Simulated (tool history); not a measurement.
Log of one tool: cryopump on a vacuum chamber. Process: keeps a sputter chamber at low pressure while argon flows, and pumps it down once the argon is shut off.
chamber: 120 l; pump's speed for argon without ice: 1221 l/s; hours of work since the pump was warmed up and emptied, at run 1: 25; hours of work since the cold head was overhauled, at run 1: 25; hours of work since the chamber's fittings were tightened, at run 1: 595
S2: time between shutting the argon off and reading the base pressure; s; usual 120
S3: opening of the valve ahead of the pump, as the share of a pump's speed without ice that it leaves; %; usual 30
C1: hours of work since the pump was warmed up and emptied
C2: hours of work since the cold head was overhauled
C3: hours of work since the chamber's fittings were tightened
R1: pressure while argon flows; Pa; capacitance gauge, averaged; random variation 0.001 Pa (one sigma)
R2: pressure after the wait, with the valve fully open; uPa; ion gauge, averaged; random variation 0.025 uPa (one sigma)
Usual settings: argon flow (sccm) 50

Run 1, hour 0: usual settings; C1 25; C2 25; C3 595. Result: R1 0.2322 Pa, R2 1.1 uPa.
Run 2, hour 7.8: usual settings but S3 45 %; C1 29; C2 29; C3 598. Result: R1 0.1567 Pa, R2 1.06 uPa.
Run 3, hour 14.3: usual settings but S3 45 %; C1 31; C2 31; C3 601. Result: R1 0.155 Pa, R2 1.05 uPa.
Run 4, hour 21.5: usual settings but argon flow (sccm) 85, S3 45 %; C1 34; C2 34; C3 604. Result: R1 0.2638 Pa, R2 1.06 uPa.
Run 5, hour 28.3: usual settings but argon flow (sccm) 85, S3 45 %; C1 37; C2 37; C3 607. Result: R1 0.2661 Pa, R2 1.11 uPa.
Run 6, hour 41.2: usual settings but argon flow (sccm) 85, S3 45 %; C1 42; C2 42; C3 612. Result: R1 0.2636 Pa, R2 1.09 uPa.
Run 7, hour 56.3: usual settings but argon flow (sccm) 85, S2 35 s, S3 45 %; C1 49; C2 49; C3 618. Result: R1 0.2659 Pa, R2 2.77 uPa.
Run 8, hour 67.8: usual settings but argon flow (sccm) 85, S2 35 s, S3 45 %; C1 53; C2 53; C3 623. Result: R1 0.2658 Pa, R2 2.79 uPa.
Run 9, hour 74.3: usual settings but S3 26 %; C1 56; C2 56; C3 626. Result: R1 0.2686 Pa, R2 1.03 uPa.
Run 10, hour 86.3: usual settings but S3 26 %; C1 61; C2 61; C3 631. Result: R1 0.2681 Pa, R2 1.06 uPa.
Run 11, hour 100.8: usual settings but S3 26 %; C1 67; C2 67; C3 637. Result: R1 0.2672 Pa, R2 1.1 uPa.
Run 12, hour 109.7: usual settings but S3 26 %; C1 71; C2 71; C3 640. Result: R1 0.2691 Pa, R2 1.08 uPa.
Run 13, hour 119.6: usual settings but argon flow (sccm) 40; C1 75; C2 75; C3 645. Result: R1 0.1878 Pa, R2 1.1 uPa.
Run 14, hour 135: usual settings but argon flow (sccm) 35, S3 41 %; C1 81; C2 81; C3 651. Result: R1 0.1208 Pa, R2 1.13 uPa.
Run 15, hour 143.5: usual settings but argon flow (sccm) 35, S3 18 %; C1 85; C2 85; C3 654. Result: R1 0.2713 Pa, R2 1.05 uPa.
Run 16, hour 153.2: usual settings but argon flow (sccm) 35, S3 18 %; C1 89; C2 89; C3 658. Result: R1 0.2714 Pa, R2 1.06 uPa.

Run 17 comes next. What will it give?
Run 17, hour 161.1: usual settings but argon flow (sccm) 44, S2 174 s, S3 22 %; C1 92; C2 92; C3 662. Result: R1 ?, R2 ?.

Run 17 gave R1 0.2818 Pa, R2 0.9 uPa.
Without the tool's hidden state the same run would have given R1 0.2784 Pa, R2 0.77 uPa.
